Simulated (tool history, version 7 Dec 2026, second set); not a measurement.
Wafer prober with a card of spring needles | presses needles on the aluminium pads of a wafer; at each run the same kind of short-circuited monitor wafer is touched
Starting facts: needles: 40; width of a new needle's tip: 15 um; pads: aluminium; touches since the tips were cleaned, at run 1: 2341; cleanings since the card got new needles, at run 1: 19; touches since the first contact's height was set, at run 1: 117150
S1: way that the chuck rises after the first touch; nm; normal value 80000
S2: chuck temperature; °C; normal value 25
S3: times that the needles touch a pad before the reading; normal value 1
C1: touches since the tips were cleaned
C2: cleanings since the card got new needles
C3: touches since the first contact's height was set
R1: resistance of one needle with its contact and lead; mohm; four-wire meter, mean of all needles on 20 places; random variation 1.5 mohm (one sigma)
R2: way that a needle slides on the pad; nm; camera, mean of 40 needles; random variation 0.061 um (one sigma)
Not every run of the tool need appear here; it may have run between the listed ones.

{"run": 1, "hour": 0.0, "S1": 80000, "S2": 25, "S3": 1, "C1": 2341, "C2": 19, "C3": 117150, "R1": 170, "R2": 17980}
{"run": 2, "hour": 6.1, "S1": 80000, "S2": 25, "S3": 1, "C1": 4276, "C2": 19, "C3": 119085, "R1": 181, "R2": 18040}
{"hour": 8.7, "done": "tips cleaned on abrasive film"}
{"run": 3, "hour": 16.8, "S1": 80000, "S2": 25, "S3": 1, "C1": 2572, "C2": 20, "C3": 122444, "R1": 169, "R2": 17970}
{"run": 4, "hour": 22.5, "S1": 80000, "S2": 74, "S3": 1, "C1": 4397, "C2": 20, "C3": 124269, "R1": 182, "R2": 17960}
{"hour": 24.7, "done": "tips cleaned on abrasive film"}
{"run": 5, "hour": 27.7, "S1": 80000, "S2": 74, "S3": 1, "C1": 947, "C2": 21, "C3": 125872, "R1": 161, "R2": 18030}
{"run": 6, "hour": 33.3, "S1": 80000, "S2": 72, "S3": 1, "C1": 2731, "C2": 21, "C3": 127656, "R1": 179, "R2": 17910}
{"run": 7, "hour": 40.2, "S1": 80000, "S2": 72, "S3": 1, "C1": 4912, "C2": 21, "C3": 129837, "R1": 185, "R2": 18000}
{"hour": 40.9, "done": "tips cleaned on abrasive film"}
{"run": 8, "hour": 51.2, "S1": 97000, "S2": 25, "S3": 1, "C1": 3262, "C2": 22, "C3": 133300, "R1": 164, "R2": 21800}
{"hour": 57.2, "done": "tips cleaned on abrasive film"}
{"run": 9, "hour": 61.1, "S1": 97000, "S2": 25, "S3": 1, "C1": 1225, "C2": 23, "C3": 136415, "R1": 155, "R2": 21810}
{"run": 10, "hour": 72.1, "S1": 83000, "S2": 41, "S3": 3, "C1": 4723, "C2": 23, "C3": 139913, "R1": 156, "R2": 18820}
{"hour": 73.0, "done": "tips cleaned on abrasive film"}
{"run": 11, "hour": 78.9, "S1": 73000, "S2": 106, "S3": 2, "C1": 1884, "C2": 24, "C3": 142051, "R1": 170, "R2": 16350}
{"hour": 88.9, "done": "tips cleaned on abrasive film"}
{"run": 12, "hour": 90.1, "S1": 80000, "S2": 25, "S3": 1, "C1": 385, "C2": 25, "C3": 145558, "R1": 148, "R2": 18050}
{"run": 13, "hour": 98.5, "S1": 80000, "S2": 104, "S3": 1, "C1": 3050, "C2": 25, "C3": 148223, "R1": 184, "R2": 17820}
{"hour": 105.3, "done": "tips cleaned on abrasive film"}
{"run": 14, "hour": 107.4, "S1": 80000, "S2": 104, "S3": 1, "C1": 672, "C2": 26, "C3": 151033, "R1": 165, "R2": 18010}
{"run": 15, "hour": 116.5, "S1": 73000, "S2": 44, "S3": 1, "C1": 3564, "C2": 26, "C3": 153925, "R1": 184, "R2": 16350}
{"hour": 121.4, "done": "tips cleaned on abrasive film"}
{"run": 16, "hour": 124.4, "S1": 73000, "S2": 44, "S3": 1, "C1": 952, "C2": 27, "C3": 156384, "R1": 163, "R2": 16260}
{"run": 17, "hour": 135.9, "S1": 83000, "S2": 35, "S3": 3, "C1": 4604, "C2": 27, "C3": 160036, "R1": 152, "R2": 18630}
{"hour": 137.9, "done": "tips cleaned on abrasive film"}
{"run": 18, "hour": 144.3, "S1": 92000, "S2": 36, "S3": 3, "C1": 2024, "C2": 28, "C3": 162676, "R1": 146, "R2": 20730}

Below are 3 alternative next runs, each starting from the tool's condition after run 18. Predict each:
{"run": "A", "hour": 150.8, "S1": 95000, "S2": 26, "S3": 1, "C1": 4103, "C2": 28, "C3": 164755, "R1": "?", "R2": "?"}
{"run": "B", "hour": 150.8, "S1": 92000, "S2": 121, "S3": 2, "C1": 4103, "C2": 28, "C3": 164755, "R1": "?", "R2": "?"}
{"run": "C", "hour": 150.8, "S1": 97000, "S2": 31, "S3": 2, "C1": 4103, "C2": 28, "C3": 164755, "R1": "?", "R2": "?"}

run=A R1=169 R2=21260
run=B R1=167 R2=20740
run=C R1=157 R2=21740
With no hidden state in the tool, these same runs would have given:
run=A R1=139 R2=21630
run=B R1=151 R2=21120
run=C R1=139 R2=22110
